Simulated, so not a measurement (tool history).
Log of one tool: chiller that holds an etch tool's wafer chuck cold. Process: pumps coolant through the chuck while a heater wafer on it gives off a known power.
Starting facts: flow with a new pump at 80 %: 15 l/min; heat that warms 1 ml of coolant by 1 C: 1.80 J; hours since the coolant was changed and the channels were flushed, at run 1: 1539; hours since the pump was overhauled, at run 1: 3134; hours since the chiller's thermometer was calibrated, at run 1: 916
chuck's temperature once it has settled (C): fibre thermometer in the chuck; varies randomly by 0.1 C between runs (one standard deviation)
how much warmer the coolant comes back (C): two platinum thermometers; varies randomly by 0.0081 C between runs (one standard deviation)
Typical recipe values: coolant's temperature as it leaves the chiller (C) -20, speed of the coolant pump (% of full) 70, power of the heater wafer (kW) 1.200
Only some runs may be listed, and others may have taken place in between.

run    hour  coolant's temperature as it leaves the chiller (C)  speed of the coolant pump (% of full)  power of the heater wafer (kW)  hours since the coolant was changed and the channels were flushed  hours since the pump was overhauled  hours since the chiller's thermometer was calibrated  chuck's temperature once it has settled (C)  how much warmer the coolant comes back (C)
  1     0.0                                                 -20                                     70                           1.200                                                               1539                                 3134                                                   916                                         -9.3                                       3.048
  2   104.6                                                 -20                                     70                           1.200                                                               1643                                 3239                                                  1020                                         -9.4                                       3.038
  3   171.2                                                 -20                                     70                           1.200                                                               1710                                 3306                                                  1087                                         -9.6                                       3.024
  4   228.3                                                 -15                                     70                           1.200                                                               1767                                 3363                                                  1144                                         -4.2                                       3.003
  5   319.6                                                 -20                                     70                           1.200                                                               1858                                 3454                                                  1235                                         -9.3                                       3.005
  6   394.9                                                 -20                                     70                           1.200                                                               1934                                 3529                                                  1311                                         -9.2                                       2.981
  7   489.3                                                 -20                                     70                           0.650                                                               2028                                 3624                                                  1405                                        -14.1                                       1.558
  8   541.6                                                 -20                                     70                           1.200                                                               2080                                 3676                                                  1457                                         -9.4                                       2.960
  9   616.2                                                 -20                                     70                           1.055                                                               2155                                 3751                                                  1532                                        -10.5                                       2.563
 10   691.8                                                 -20                                     70                           1.055                                                               2231                                 3826                                                  1608                                        -10.7                                       2.548
 11   768.5                                                 -20                                     70                           1.055                                                               2307                                 3903                                                  1684                                        -10.8                                       2.554
 12   824.1                                                 -20                                     70                           1.055                                                               2363                                 3958                                                  1740                                        -10.4                                       2.541
 13   903.3                                                 -20                                     70                           0.631                                                               2442                                 4038                                                  1819                                        -14.5                                       1.449
 14  1005.3                                                 -20                                     70                           1.643                                                               2544                                 4140                                                  1921                                         -5.3                                       3.983
 15  1053.0                                                 -20                                     70                           1.643                                                               2592                                 4187                                                  1969                                         -5.4                                       4.002
 16  1129.9                                                 -20                                     70                           0.680                                                               2669                                 4264                                                  2046                                        -13.8                                       1.514
 17  1223.8                                                 -20                                     70                           0.680                                                               2763                                 4358                                                  2140                                        -13.9                                       1.529
     1272.5  -- chiller's thermometer calibrated
 18  1323.0                                                 -23                                     79                           0.771                                                               2861                                 4456                                                    50                                        -16.8                                       1.505
 19  1400.6                                                 -23                                     79                           1.161                                                               2938                                 4534                                                   128                                        -13.5                                       2.373
 20  1502.4                                                 -23                                     74                           1.161                                                               3040                                 4636                                                   230                                        -13.3                                       2.532
 21  1596.2                                                 -20                                     64                           0.668                                                               3134                                 4730                                                   324                                        -13.7                                       1.576
     1602.8  -- gauge calibrated
 22  1666.1                                                 -22                                     70                           0.689                                                               3204                                 4799                                                   394                                        -15.8                                       1.735
 23  1731.8                                                 -20                                     80                           0.789                                                               3270                                 4865                                                   459                                        -13.6                                       1.725
 24  1821.2                                                 -24                                     89                           1.612                                                               3359                                 4955                                                   549                                        -12.1                                       3.175
 25  1879.1                                                 -20                                     89                           1.040                                                               3417                                 5012                                                   607                                        -12.1                                       2.028
 26  1936.9                                                 -20                                     89                           1.040                                                               3475                                 5070                                                   664                                        -12.2                                       2.014
 27  2033.2                                                 -12                                     73                           1.261                                                               3571                                 5167                                                   761                                         -1.2                                       2.998
 28  2131.4                                                 -14                                     90                           0.777                                                               3669                                 5265                                                   859                                         -8.3                                       1.441
 29  2233.5                                                 -14                                     90                           1.109                                                               3771                                 5367                                                   961                                         -5.9                                       2.069

Branching from run 29: 4 alternative next runs. What would each branch give?
  A  2297.7                                                 -15                                     75                           0.644                                                               3835                                 5431                                                  1025                                            ?                                           ?
  B  2297.7                                                 -20                                     80                           1.114                                                               3835                                 5431                                                  1025                                            ?                                           ?
  C  2297.7                                                 -20                                     86                           1.200                                                               3835                                 5431                                                  1025                                            ?                                           ?
  D  2297.7                                                 -14                                     88                           1.736                                                               3835                                 5431                                                  1025                                            ?                                           ?

run  chuck's temperature once it has settled (C)  how much warmer the coolant comes back (C)
  A                                         -9.4                                       1.393
  B                                        -11.2                                       2.357
  C                                        -10.9                                       2.357
  D                                         -1.0                                       3.387
With the hidden condition removed and each run's random variation left untouched, the same runs would have given:
run  chuck's temperature once it has settled (C)  how much warmer the coolant comes back (C)
  A                                         -9.4                                       1.517
  B                                        -11.2                                       2.481
  C                                        -10.9                                       2.480
  D                                         -1.1                                       3.510
